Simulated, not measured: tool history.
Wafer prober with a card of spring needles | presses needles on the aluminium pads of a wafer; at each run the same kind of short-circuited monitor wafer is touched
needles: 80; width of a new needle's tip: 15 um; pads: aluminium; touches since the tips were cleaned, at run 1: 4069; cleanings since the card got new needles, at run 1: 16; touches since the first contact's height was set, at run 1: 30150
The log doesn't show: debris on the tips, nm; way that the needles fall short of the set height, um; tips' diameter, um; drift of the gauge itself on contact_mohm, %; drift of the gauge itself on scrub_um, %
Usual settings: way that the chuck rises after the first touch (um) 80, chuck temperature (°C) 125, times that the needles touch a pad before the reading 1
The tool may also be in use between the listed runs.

| run | hour | way that the chuck rises after the first touch (um) | chuck temperature (°C) | times that the needles touch a pad before the reading | touches since the tips were cleaned | cleanings since the card got new needles | touches since the first contact's height was set | resistance of one needle with its contact and lead (mohm) | way that a needle slides on the pad (um) |
|---|---|---|---|---|---|---|---|---|---|
| 1 | 0.0 | 80 | 125 | 1 | 4069 | 16 | 30150 | 160 | 18.96 |
|  | 4.0 | tips cleaned on abrasive film |
| 2 | 21.0 | 80 | 125 | 1 | 4819 | 17 | 36082 | 157 | 18.98 |
|  | 22.2 | tips cleaned on abrasive film |
|  | 40.0 | tips cleaned on abrasive film |
| 3 | 41.0 | 80 | 125 | 1 | 281 | 19 | 41724 | 157 | 19.00 |
| 4 | 53.3 | 73 | 125 | 1 | 3782 | 19 | 45225 | 160 | 17.37 |
|  | 59.5 | tips cleaned on abrasive film |
| 5 | 73.3 | 73 | 125 | 1 | 3910 | 20 | 50876 | 161 | 17.41 |
|  | 77.3 | tips cleaned on abrasive film |
| 6 | 83.6 | 80 | 125 | 1 | 1791 | 21 | 53790 | 160 | 19.09 |
|  | 95.2 | tips cleaned on abrasive film |
| 7 | 101.6 | 80 | 125 | 1 | 1832 | 22 | 58875 | 155 | 19.12 |
|  | 108.5 | height of the first contact set anew |
|  | 114.1 | tips cleaned on abrasive film |
| 8 | 119.6 | 80 | 125 | 1 | 1543 | 23 | 3121 | 156 | 19.17 |
| 9 | 131.3 | 80 | 125 | 1 | 4866 | 23 | 6444 | 160 | 19.17 |
|  | 133.5 | tips cleaned on abrasive film |
| 10 | 148.6 | 80 | 125 | 1 | 4283 | 24 | 11349 | 156 | 19.18 |
|  | 152.3 | tips cleaned on abrasive film |
|  | 169.9 | tips cleaned on abrasive film |
| 11 | 172.1 | 80 | 125 | 1 | 641 | 26 | 17982 | 160 | 19.24 |
| 12 | 184.8 | 80 | 125 | 1 | 4247 | 26 | 21588 | 158 | 19.28 |
|  | 188.2 | tips cleaned on abrasive film |
| 13 | 199.2 | 80 | 94 | 1 | 3137 | 27 | 25650 | 152 | 19.31 |
|  | 206.2 | tips cleaned on abrasive film |
| 14 | 220.6 | 80 | 94 | 1 | 4098 | 28 | 31719 | 154 | 19.32 |
|  | 224.4 | tips cleaned on abrasive film |
| 15 | 238.5 | 80 | 94 | 1 | 4034 | 29 | 36779 | 154 | 19.34 |
|  | 243.3 | tips cleaned on abrasive film |
| 16 | 258.5 | 80 | 94 | 1 | 4300 | 30 | 42415 | 155 | 19.38 |
|  | 261.6 | tips cleaned on abrasive film |
|  | 279.3 | tips cleaned on abrasive film |
| 17 | 282.4 | 68 | 56 | 1 | 881 | 32 | 49155 | 147 | 16.51 |
| 18 | 295.0 | 73 | 125 | 3 | 4465 | 32 | 52739 | 159 | 17.74 |
|  | 297.6 | tips cleaned on abrasive film |
|  | 312.4 | gauge calibrated |
| 19 | 312.4 | 70 | 53 | 2 | 4191 | 33 | 57656 | 151 | 16.59 |
|  | 316.5 | tips cleaned on abrasive film |
|  | 324.0 | height of the first contact set anew |
| 20 | 324.0 | 77 | 125 | 3 | 2051 | 34 | 0 | 159 | 18.24 |
|  | 335.2 | tips cleaned on abrasive film |
| 21 | 341.3 | 66 | 49 | 2 | 1724 | 35 | 4903 | 147 | 15.67 |
|  | 353.6 | tips cleaned on abrasive film |
| 22 | 363.7 | 84 | 64 | 1 | 2862 | 36 | 11237 | 147 | 19.96 |
|  | 371.6 | tips cleaned on abrasive film |
| 23 | 386.0 | 77 | 65 | 2 | 4108 | 37 | 17566 | 152 | 18.37 |
|  | 389.2 | tips cleaned on abrasive film |
| 24 | 402.0 | 87 | 108 | 1 | 3651 | 38 | 22078 | 153 | 20.77 |
|  | 407.3 | tips cleaned on abrasive film |
| 25 | 415.1 | 91 | 56 | 1 | 2241 | 39 | 25783 | 144 | 21.75 |
|  | 425.0 | tips cleaned on abrasive film |
| 26 | 432.9 | 65 | 38 | 2 | 2239 | 40 | 30797 | 148 | 15.56 |
|  | 443.4 | tips cleaned on abrasive film |
| 27 | 454.8 | 72 | 125 | 1 | 3242 | 41 | 37014 | 162 | 17.26 |
|  | 462.9 | tips cleaned on abrasive film |
| 28 | 469.4 | 80 | 118 | 2 | 1834 | 42 | 41118 | 158 | 19.21 |
|  | 481.0 | tips cleaned on abrasive film |
| 29 | 485.4 | 74 | 125 | 1 | 1260 | 43 | 45653 | 163 | 17.80 |
|  | 498.6 | tips cleaned on abrasive film |
| 30 | 500.7 | 92 | 52 | 2 | 581 | 44 | 49953 | 141 | 22.14 |
|  | 517.9 | tips cleaned on abrasive film |
| 31 | 520.1 | 92 | 52 | 2 | 642 | 45 | 55459 | 139 | 22.21 |
|  | 537.3 | tips cleaned on abrasive film |
|  | 539.2 | height of the first contact set anew |
| 32 | 540.3 | 92 | 52 | 2 | 792 | 46 | 328 | 142 | 22.22 |

4 ways to go on from here, each from the tool as it stands after run 32. What would each give?
|  | 555.6 | tips cleaned on abrasive film |
| A | 562.3 | 80 | 125 | 2 | 1915 | 47 | 6541 | ? | ? |
|  | 555.6 | tips cleaned on abrasive film |
| B | 562.3 | 64 | 115 | 1 | 1915 | 47 | 6541 | ? | ? |
|  | 555.6 | tips cleaned on abrasive film |
| C | 562.3 | 69 | 38 | 2 | 1915 | 47 | 6541 | ? | ? |
|  | 555.6 | tips cleaned on abrasive film |
| D | 562.3 | 80 | 125 | 1 | 1915 | 47 | 6541 | ? | ? |

| run | resistance of one needle with its contact and lead (mohm) | way that a needle slides on the pad (um) |
|---|---|---|
| A | 157 | 19.35 |
| B | 162 | 15.49 |
| C | 148 | 16.71 |
| D | 156 | 19.38 |
Without the tool's hidden state the same runs would have given:
| run | resistance of one needle with its contact and lead (mohm) | way that a needle slides on the pad (um) |
|---|---|---|
| A | 157 | 18.93 |
| B | 162 | 15.15 |
| C | 147 | 16.35 |
| D | 156 | 18.96 |

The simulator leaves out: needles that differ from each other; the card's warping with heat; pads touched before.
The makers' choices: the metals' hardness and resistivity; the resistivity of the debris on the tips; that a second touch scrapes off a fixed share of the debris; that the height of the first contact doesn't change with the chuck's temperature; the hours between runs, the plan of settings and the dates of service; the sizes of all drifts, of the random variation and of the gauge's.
